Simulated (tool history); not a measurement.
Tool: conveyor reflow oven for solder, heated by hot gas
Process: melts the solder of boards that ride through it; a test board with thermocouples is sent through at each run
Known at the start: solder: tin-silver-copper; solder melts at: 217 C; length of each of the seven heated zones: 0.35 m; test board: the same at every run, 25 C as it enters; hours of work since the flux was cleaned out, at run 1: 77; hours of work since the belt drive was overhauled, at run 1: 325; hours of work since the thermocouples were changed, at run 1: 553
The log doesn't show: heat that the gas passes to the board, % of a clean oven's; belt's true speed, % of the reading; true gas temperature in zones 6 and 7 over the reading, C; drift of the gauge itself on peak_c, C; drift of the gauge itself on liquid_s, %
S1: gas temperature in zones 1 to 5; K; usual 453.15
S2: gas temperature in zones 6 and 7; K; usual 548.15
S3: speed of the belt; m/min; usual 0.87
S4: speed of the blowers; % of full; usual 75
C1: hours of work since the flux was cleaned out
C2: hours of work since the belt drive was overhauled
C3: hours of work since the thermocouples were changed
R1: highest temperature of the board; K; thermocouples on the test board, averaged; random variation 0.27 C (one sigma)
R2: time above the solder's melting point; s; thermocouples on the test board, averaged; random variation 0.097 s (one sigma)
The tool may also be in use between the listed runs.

run 1 day=0 | S1=453.15 S2=548.15 S3=0.87 S4=75 | C1=77 C2=325 C3=553 | R1=534.45 R2=41.47
run 2 day=2.342 | S1=438.15 S2=548.15 S3=0.87 S4=75 | C1=112 C2=360 C3=589 | R1=531.35 R2=37.45
run 3 day=3.712 | S1=453.15 S2=548.15 S3=0.87 S4=75 | C1=133 C2=381 C3=610 | R1=534.05 R2=41.32
run 4 day=6.017 | S1=453.15 S2=548.15 S3=0.87 S4=75 | C1=168 C2=416 C3=645 | R1=533.25 R2=41.39
run 5 day=7.908 | S1=453.15 S2=548.15 S3=0.87 S4=75 | C1=197 C2=445 C3=673 | R1=533.35 R2=41.35
run 6 day=10.538 | S1=453.15 S2=548.15 S3=0.87 S4=75 | C1=237 C2=485 C3=713 | R1=533.35 R2=41.23
-- day=12.425 thermocouples of zones 6 and 7 changed
run 7 day=12.954 | S1=453.15 S2=548.15 S3=0.87 S4=75 | C1=272 C2=520 C3=8 | R1=533.85 R2=41.69
run 8 day=14.875 | S1=453.15 S2=548.15 S3=0.71 S4=75 | C1=301 C2=550 C3=37 | R1=538.85 R2=53.6
run 9 day=16.421 | S1=453.15 S2=548.15 S3=0.71 S4=75 | C1=325 C2=573 C3=61 | R1=539.15 R2=53.46
run 10 day=18.575 | S1=453.15 S2=548.15 S3=0.71 S4=75 | C1=358 C2=606 C3=93 | R1=538.45 R2=53.54
-- day=18.962 belt drive overhauled, speed set with a stopwatch
run 11 day=20.492 | S1=453.15 S2=548.15 S3=0.71 S4=75 | C1=384 C2=23 C3=120 | R1=539.05 R2=53.52
run 12 day=23.112 | S1=453.15 S2=548.15 S3=0.71 S4=75 | C1=424 C2=63 C3=160 | R1=538.75 R2=53.67
-- day=25.667 flux residue cleaned out of gas plates and filters
run 13 day=26.346 | S1=453.15 S2=548.15 S3=0.71 S4=75 | C1=10 C2=109 C3=206 | R1=539.75 R2=54.08
-- day=27.188 belt drive overhauled, speed set with a stopwatch, once more
run 14 day=29.012 | S1=453.15 S2=548.15 S3=0.71 S4=75 | C1=48 C2=28 C3=244 | R1=539.15 R2=53.03
run 15 day=30.671 | S1=453.15 S2=548.15 S3=0.87 S4=75 | C1=73 C2=53 C3=269 | R1=534.15 R2=41.18
run 16 day=33.117 | S1=453.15 S2=548.15 S3=0.87 S4=75 | C1=111 C2=90 C3=306 | R1=534.25 R2=41.01
run 17 day=36.046 | S1=453.15 S2=548.15 S3=0.87 S4=75 | C1=155 C2=135 C3=351 | R1=533.95 R2=41.15
run 18 day=37.738 | S1=453.15 S2=548.15 S3=0.87 S4=75 | C1=181 C2=160 C3=376 | R1=533.65 R2=41.01
run 19 day=40.521 | S1=464.15 S2=554.15 S3=0.781 S4=83 | C1=223 C2=203 C3=419 | R1=544.25 R2=52.04
run 20 day=42.962 | S1=464.15 S2=554.15 S3=0.781 S4=83 | C1=260 C2=240 C3=456 | R1=543.75 R2=51.92
run 21 day=45.775 | S1=441.15 S2=538.15 S3=0.709 S4=76 | C1=303 C2=282 C3=498 | R1=527.35 R2=45.82
run 22 day=48.542 | S1=441.15 S2=538.15 S3=0.709 S4=76 | C1=345 C2=324 C3=540 | R1=527.25 R2=45.55
run 23 day=51.175 | S1=448.15 S2=541.15 S3=0.8 S4=77 | C1=385 C2=364 C3=580 | R1=528.35 R2=41.77
run 24 day=52.996 | S1=457.15 S2=548.15 S3=0.87 S4=51 | C1=413 C2=392 C3=608 | R1=526.55 R2=38.24
run 25 day=55.254 | S1=442.15 S2=548.15 S3=0.87 S4=52 | C1=447 C2=426 C3=642 | R1=523.65 R2=33.25
-- day=56.183 flux residue cleaned out of gas plates and filters
run 26 day=57.7 | S1=453.15 S2=548.15 S3=0.87 S4=72 | C1=23 C2=460 C3=676 | R1=532.95 R2=41.06
run 27 day=59.688 | S1=439.15 S2=548.15 S3=0.87 S4=75 | C1=53 C2=491 C3=707 | R1=531.95 R2=37.6
-- day=61.896 thermocouples of zones 6 and 7 changed
run 28 day=61.967 | S1=468.15 S2=548.15 S3=0.862 S4=75 | C1=87 C2=524 C3=1 | R1=538.05 R2=46.86
run 29 day=63.517 | S1=468.15 S2=548.15 S3=0.862 S4=75 | C1=110 C2=548 C3=25 | R1=538.05 R2=46.77
run 30 day=65.438 | S1=443.15 S2=548.15 S3=0.87 S4=75 | C1=139 C2=577 C3=54 | R1=533.75 R2=39.19
run 31 day=67.225 | S1=453.15 S2=543.15 S3=0.921 S4=75 | C1=167 C2=604 C3=81 | R1=529.35 R2=37.12

Measured less the same run without the tool's hidden state. The same run-to-run variation is in both; the gauge's scatter may not be:
run=1 R1=-1.5 R2=-0.22
run=2 R1=-1.8 R2=-0.42
run=3 R1=-1.8 R2=-0.32
run=4 R1=-2 R2=-0.39
run=5 R1=-2.1 R2=-0.43
run=6 R1=-2.4 R2=-0.5
run=7 R1=-1.3 R2=-0.15
run=8 R1=-1.3 R2=+0.03
run=9 R1=-1.4 R2=+0
run=10 R1=-1.5 R2=-0.03
run=11 R1=-1.6 R2=+0.11
run=12 R1=-1.8 R2=+0.06
run=13 R1=-0.6 R2=+0.6
run=14 R1=-1.2 R2=-0.49
run=15 R1=-1.5 R2=-0.57
run=16 R1=-1.6 R2=-0.63
run=17 R1=-1.9 R2=-0.72
run=18 R1=-2 R2=-0.77
run=19 R1=-2.2 R2=-0.42
run=20 R1=-2.3 R2=-0.43
run=21 R1=-2.5 R2=-1.35
run=22 R1=-2.8 R2=-1.48
run=23 R1=-3.1 R2=-1.41
run=24 R1=-3 R2=-1.4
run=25 R1=-3.4 R2=-1.83
run=26 R1=-1.7 R2=-0.37
run=27 R1=-1.9 R2=-0.52
run=28 R1=-0.1 R2=+0.21
run=29 R1=-0.2 R2=+0.18
run=30 R1=-0.6 R2=-0.02
run=31 R1=-0.6 R2=-0.09

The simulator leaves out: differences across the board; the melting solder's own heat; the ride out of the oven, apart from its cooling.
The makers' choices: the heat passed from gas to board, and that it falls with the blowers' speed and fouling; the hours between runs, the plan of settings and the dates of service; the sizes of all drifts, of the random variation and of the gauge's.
